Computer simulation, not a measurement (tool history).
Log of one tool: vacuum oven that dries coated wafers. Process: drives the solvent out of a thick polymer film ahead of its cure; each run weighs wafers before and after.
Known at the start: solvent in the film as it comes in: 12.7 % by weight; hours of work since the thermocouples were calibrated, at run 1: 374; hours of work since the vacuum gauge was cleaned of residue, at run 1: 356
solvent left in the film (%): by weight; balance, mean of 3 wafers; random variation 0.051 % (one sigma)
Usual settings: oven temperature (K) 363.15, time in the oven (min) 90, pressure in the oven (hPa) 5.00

run,hour,oven temperature (K),time in the oven (min),pressure in the oven (hPa),hours of work since the thermocouples were calibrated,hours of work since the vacuum gauge was cleaned of residue,solvent left in the film (%)
1,0.0,363.15,90,5.00,374,356,1.12
2,25.0,363.15,90,5.00,384,367,1.14
3,40.0,363.15,90,5.00,391,373,1.13
4,62.2,363.15,90,5.00,400,382,1.10
5,85.0,363.15,90,5.00,409,392,1.22
6,98.7,363.15,90,5.00,415,398,1.15
7,115.3,363.15,90,5.00,422,405,1.22
8,133.6,363.15,90,5.00,430,413,1.11
9,147.9,363.15,90,5.00,436,419,1.15
10,160.5,363.15,90,5.00,441,424,1.16
11,178.7,363.15,90,5.00,449,432,1.18
12,200.4,363.15,90,5.00,458,441,1.14
13,227.2,363.15,90,8.06,469,452,1.54
14,256.2,363.15,90,9.22,481,464,1.57
15,277.0,363.15,90,5.00,490,473,1.07
16,295.9,363.15,90,5.00,498,481,1.06
17,315.3,363.15,90,14.78,506,489,2.21
18,332.0,363.15,61,4.28,513,496,1.96
19,348.2,363.15,90,2.75,520,503,0.88
20,371.7,363.15,90,2.75,530,513,0.88
21,388.0,372.15,90,4.68,537,520,0.57
22,405.9,372.15,146,15.77,544,527,1.49
23,429.8,359.15,90,3.42,554,537,1.22
24,454.2,359.15,90,3.42,565,547,1.29
25,483.4,363.15,90,3.88,577,560,1.14
26,512.1,363.15,90,3.88,589,572,0.92
27,537.2,363.15,90,3.88,600,582,1.04
28,567.9,363.15,90,3.88,613,595,1.09
29,596.1,357.15,107,5.00,624,607,1.30
30,624.6,357.15,107,5.00,636,619,1.49
31,651.3,362.15,107,7.37,648,630,1.27
32,670.7,362.15,107,7.37,656,638,1.26
33,698.3,366.15,113,14.63,667,650,1.75

4 ways to go on from here, each from the tool as it stands after run 33. What would each give?
A,713.9,357.15,69,10.43,674,657,?
B,713.9,363.15,90,8.23,674,657,?
C,713.9,363.15,54,5.00,674,657,?
D,713.9,371.15,57,19.82,674,657,?

run,solvent left in the film (%)
A,3.20
B,1.55
C,2.29
D,2.56
Without the tool's hidden state the same runs would have given:
run,solvent left in the film (%)
A,3.19
B,1.55
C,2.28
D,2.56
